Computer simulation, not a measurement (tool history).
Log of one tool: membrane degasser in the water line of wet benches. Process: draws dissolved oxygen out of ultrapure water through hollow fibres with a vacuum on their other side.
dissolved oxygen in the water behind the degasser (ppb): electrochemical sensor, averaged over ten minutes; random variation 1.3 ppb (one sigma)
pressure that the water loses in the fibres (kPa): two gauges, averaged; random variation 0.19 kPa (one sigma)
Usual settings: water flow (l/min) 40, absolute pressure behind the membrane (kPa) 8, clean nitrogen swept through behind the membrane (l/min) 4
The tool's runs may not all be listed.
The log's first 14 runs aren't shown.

run      day  water flow (l/min)  absolute pressure behind the membrane (kPa)  clean nitrogen swept through behind the membrane (l/min)  dissolved oxygen in the water behind the degasser (ppb)  pressure that the water loses in the fibres (kPa)
 15   55.896                  40                                            8                                                         4                                                      124                                              39.59
 16   59.975                  40                                            8                                                      8.21                                                     68.5                                               39.8
 17   65.142                  40                                            8                                                         4                                                    123.6                                              40.11
 18   70.725                  40                                            8                                                         4                                                    125.3                                              39.77
 19   75.642                  53                                         9.08                                                      6.13                                                    160.9                                               52.6
 20   79.417                  53                                         9.08                                                      6.13                                                    160.1                                              52.93
 21   82.892                  53                                            8                                                      3.76                                                    195.7                                              53.25
 22   87.612                  26                                        11.55                                                      1.62                                                      298                                              25.96
 23   90.138                  27                                         7.33                                                      1.62                                                    153.4                                               27.2
 24   95.525                  35                                        10.82                                                      1.92                                                    310.1                                              35.31
 25   98.079                  26                                         5.12                                                      1.92                                                     61.5                                              25.97
 26  102.246                  40                                        13.44                                                      1.97                                                    447.7                                              40.45
 27  107.271                  40                                        13.44                                                      1.97                                                    448.8                                              40.31
 28  113.304                  40                                        13.44                                                      1.97                                                    447.8                                              40.35
 29  116.454                  53                                            8                                                      8.95                                                    110.7                                              53.73
 30  119.092                  53                                            8                                                      8.95                                                    110.7                                              53.41
 31  121.846                  32                                          8.5                                                     11.19                                                     41.5                                              32.74
 32  126.242                  40                                        11.34                                                      3.03                                                      252                                              40.55
     131.725  -- gauge calibrated
 33  132.525                  31                                        11.12                                                      3.63                                                      162                                               30.8

Forecast each of these 3 alternatives for the next run:
  A  135.479                  27                                          8.8                                                         4                                                        ?                                                  ?
  B  135.479                  35                                        19.83                                                      3.63                                                        ?                                                  ?
  C  135.479                  27                                        16.57                                                         2                                                        ?                                                  ?

run  dissolved oxygen in the water behind the degasser (ppb)  pressure that the water loses in the fibres (kPa)
  A                                                     91.5                                              27.04
  B                                                    374.4                                              34.62
  C                                                    399.9                                              26.79
Without the tool's hidden state the same runs would have given:
run  dissolved oxygen in the water behind the degasser (ppb)  pressure that the water loses in the fibres (kPa)
  A                                                     91.3                                                 27
  B                                                      374                                              34.57
  C                                                    399.4                                              26.75
